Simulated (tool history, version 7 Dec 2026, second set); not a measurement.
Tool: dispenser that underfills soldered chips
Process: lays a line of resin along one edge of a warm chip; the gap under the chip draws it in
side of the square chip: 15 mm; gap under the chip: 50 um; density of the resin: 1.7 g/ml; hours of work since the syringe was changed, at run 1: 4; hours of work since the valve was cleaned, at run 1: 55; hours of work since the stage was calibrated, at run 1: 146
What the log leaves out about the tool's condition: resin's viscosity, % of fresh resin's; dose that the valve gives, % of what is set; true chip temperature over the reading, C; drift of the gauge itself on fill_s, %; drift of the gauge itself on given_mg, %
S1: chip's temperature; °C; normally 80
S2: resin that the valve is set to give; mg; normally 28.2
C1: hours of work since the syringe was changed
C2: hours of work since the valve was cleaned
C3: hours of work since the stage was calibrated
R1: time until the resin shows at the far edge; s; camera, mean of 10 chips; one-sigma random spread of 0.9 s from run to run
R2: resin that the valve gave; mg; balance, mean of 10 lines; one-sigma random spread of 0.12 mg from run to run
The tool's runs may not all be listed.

run,hour,S1,S2,C1,C2,C3,R1,R2
1,0.0,80,28.2,4,55,146,121.1,27.25
# hour 2.0: new syringe of resin
2,4.3,80,30.4,2,58,149,95.0,29.15
# hour 9.5: new syringe of resin
3,9.5,86,30.4,0,62,153,62.3,29.03
4,11.9,80,28.2,2,64,155,98.6,26.83
5,15.6,80,28.2,5,66,158,126.8,26.69
# hour 17.2: new syringe of resin
6,18.3,80,28.2,1,68,160,91.8,26.98
7,23.3,80,28.2,5,72,163,130.7,26.97
# hour 24.8: new syringe of resin
8,26.8,71,26.7,1,74,166,153.4,25.34
9,31.6,85,28.2,5,78,170,105.4,26.61
# hour 32.5: new syringe of resin
10,34.7,85,28.2,2,80,172,75.4,26.91
11,38.1,85,28.2,4,83,174,96.3,26.73

Predict each of these 5 candidate next runs independently; none follows another, all start after run 11:
# hour 40.0: new syringe of resin
A,43.1,71,28.4,2,87,178,?,?
# hour 40.0: new syringe of resin
B,43.1,75,33.1,2,87,178,?,?
# hour 40.0: new syringe of resin
C,43.1,90,29.1,2,87,178,?,?
# hour 40.0: new syringe of resin
D,43.1,66,30.4,2,87,178,?,?
# hour 40.0: new syringe of resin
E,43.1,71,34.7,2,87,178,?,?

run,R1,R2
A,163.9,26.73
B,129.8,31.06
C,64.0,27.42
D,206.4,28.62
E,159.3,32.66
Stripped of hidden state, with their random variation kept, the same runs would have yielded:
run,R1,R2
A,133.8,28.40
B,106.5,33.00
C,52.3,29.13
D,169.2,30.41
E,131.0,34.70
